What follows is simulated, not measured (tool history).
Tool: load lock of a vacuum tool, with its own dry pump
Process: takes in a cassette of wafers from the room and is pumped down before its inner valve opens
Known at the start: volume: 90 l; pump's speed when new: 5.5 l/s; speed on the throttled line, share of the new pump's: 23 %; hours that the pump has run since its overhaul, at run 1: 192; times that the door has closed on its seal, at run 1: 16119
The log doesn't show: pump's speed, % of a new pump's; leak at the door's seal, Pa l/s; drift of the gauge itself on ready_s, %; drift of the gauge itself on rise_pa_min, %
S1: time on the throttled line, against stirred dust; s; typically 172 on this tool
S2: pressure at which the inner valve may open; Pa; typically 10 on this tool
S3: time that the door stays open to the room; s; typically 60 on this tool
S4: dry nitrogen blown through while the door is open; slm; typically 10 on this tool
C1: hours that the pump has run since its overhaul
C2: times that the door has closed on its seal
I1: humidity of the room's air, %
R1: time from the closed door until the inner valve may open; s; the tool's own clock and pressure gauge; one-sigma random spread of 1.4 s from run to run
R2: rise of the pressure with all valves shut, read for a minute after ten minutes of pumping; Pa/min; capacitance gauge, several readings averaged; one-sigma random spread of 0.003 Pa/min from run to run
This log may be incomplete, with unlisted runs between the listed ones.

| run | hour | S1 | S2 | S3 | S4 | C1 | C2 | I1 | R1 | R2 |
|---|---|---|---|---|---|---|---|---|---|---|
| 1 | 0 | 172 | 10 | 60 | 10 | 192 | 16119 | 42.1 | 283.4 | 0.132 |
| 2 | 64 | 172 | 10 | 60 | 10 | 256 | 16344 | 43.8 | 284.5 | 0.141 |
| 3 | 173 | 172 | 10 | 60 | 41 | 365 | 16726 | 45.6 | 286.1 | 0.124 |
| 4 | 289.4 | 172 | 10 | 60 | 41 | 482 | 17134 | 44 | 284.4 | 0.13 |
| 5 | 343.3 | 172 | 10 | 60 | 41 | 536 | 17323 | 47 | 286.2 | 0.129 |
| 6 | 409.7 | 172 | 10 | 60 | 41 | 602 | 17557 | 45.3 | 282.5 | 0.132 |
| 7 | 520.1 | 172 | 10 | 60 | 41 | 713 | 17944 | 44.5 | 286.3 | 0.133 |
| 8 | 609.8 | 172 | 10 | 60 | 10 | 802 | 18258 | 42.7 | 285.1 | 0.156 |
| 9 | 690.6 | 172 | 10 | 60 | 10 | 883 | 18542 | 47.4 | 285.8 | 0.161 |
| 10 | 759 | 172 | 10 | 60 | 8 | 951 | 18782 | 40.5 | 286 | 0.159 |
| 11 | 830.9 | 172 | 10 | 60 | 8 | 1023 | 19034 | 44.6 | 284.4 | 0.171 |
| 12 | 914.5 | 172 | 10 | 108 | 5 | 1107 | 19328 | 49.3 | 283.4 | 0.194 |
| 13 | 1001.4 | 172 | 10 | 108 | 5 | 1194 | 19633 | 46.7 | 287.4 | 0.188 |
| 14 | 1061.4 | 309 | 10 | 60 | 42 | 1254 | 19843 | 46.4 | 393.9 | 0.151 |
| 15 | 1120.2 | 309 | 10 | 60 | 42 | 1313 | 20049 | 47 | 393.2 | 0.153 |
| 16 | 1247.9 | 309 | 10 | 60 | 42 | 1440 | 20497 | 47.1 | 391.3 | 0.163 |
| 17 | 1312.7 | 172 | 10 | 100 | 10 | 1505 | 20725 | 44 | 285 | 0.194 |
| 18 | 1431.4 | 172 | 10 | 53 | 10 | 1624 | 21141 | 44 | 285.1 | 0.191 |
| 19 | 1494.9 | 142 | 12 | 71 | 23 | 1687 | 21364 | 48 | 259.3 | 0.184 |
| 20 | 1580.1 | 237 | 12 | 72 | 27 | 1772 | 21663 | 44.6 | 331.4 | 0.182 |
| 21 | 1634.5 | 114 | 20 | 159 | 10 | 1827 | 21854 | 45.8 | 229.3 | 0.218 |

Below are 5 alternative next runs, each starting from the tool's condition after run 21. Predict each:
| A | 1717.3 | 172 | 10 | 147 | 10 | 1910 | 22145 | 43.3 | ? | ? |
| B | 1717.3 | 144 | 10 | 67 | 10 | 1910 | 22145 | 42.8 | ? | ? |
| C | 1717.3 | 172 | 12 | 173 | 10 | 1910 | 22145 | 46.9 | ? | ? |
| D | 1717.3 | 114 | 9 | 159 | 10 | 1910 | 22145 | 47.7 | ? | ? |
| E | 1717.3 | 172 | 8 | 60 | 39 | 1910 | 22145 | 46 | ? | ? |

| run | R1 | R2 |
|---|---|---|
| A | 288.1 | 0.221 |
| B | 266.1 | 0.202 |
| C | 282.2 | 0.224 |
| D | 243.6 | 0.222 |
| E | 289 | 0.182 |
With no hidden state in the tool, these same runs would have given:
| run | R1 | R2 |
|---|---|---|
| A | 286.8 | 0.073 |
| B | 265 | 0.054 |
| C | 281.2 | 0.076 |
| D | 242.5 | 0.071 |
| E | 287.7 | 0.033 |

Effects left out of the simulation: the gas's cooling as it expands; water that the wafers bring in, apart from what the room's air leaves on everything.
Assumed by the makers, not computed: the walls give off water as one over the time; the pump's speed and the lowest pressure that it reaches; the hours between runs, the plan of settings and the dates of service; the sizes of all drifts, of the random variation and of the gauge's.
